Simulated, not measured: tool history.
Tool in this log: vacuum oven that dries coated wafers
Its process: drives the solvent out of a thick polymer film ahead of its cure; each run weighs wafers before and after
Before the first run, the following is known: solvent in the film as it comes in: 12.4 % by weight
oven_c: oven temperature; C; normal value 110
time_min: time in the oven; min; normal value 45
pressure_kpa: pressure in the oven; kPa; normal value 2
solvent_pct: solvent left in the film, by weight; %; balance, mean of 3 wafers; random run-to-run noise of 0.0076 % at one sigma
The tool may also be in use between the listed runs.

run,hour,oven_c,time_min,pressure_kpa,solvent_pct
1,0,110,45,2,0.847
2,15.1,110,45,2,0.85
3,27.8,110,45,2,0.849
4,38.6,110,45,2,0.851
5,46,110,45,2,0.85
6,57.3,109,45,2,0.895
7,72,109,45,2,0.925
8,81,109,45,2,0.918
9,97.6,97,45,2,2.033
10,110.3,97,51,2,1.715
11,123.7,110,25,2,2.13
12,132.3,110,25,2,2.131
13,146.5,110,59,2,0.602
14,162,100,66,3.3,1.371
15,169,100,66,3.3,1.362
16,185.6,107,32,3.61,2.096
17,194.9,119,45,2,0.46

Some steps in solvent_pct, run to run, broken into two amounts with sign: the step expected even without the hidden condition (settings, incoming material, random variation), and the rest, left for the hidden condition together with whatever gauge scatter is not in both the measured and the hidden-condition-free result:
Hidden conditions of the tool in this case: true wafer temperature over the reading, C; true pressure over the reading, kPa; drift of the gauge itself on solvent_pct, %.
Run 16 -> 17: oven_c 107 -> 119, time_min 32 -> 45, pressure_kpa 3.61 -> 2. solvent_pct -1.636 %: hidden state +0.217, all else -1.853.
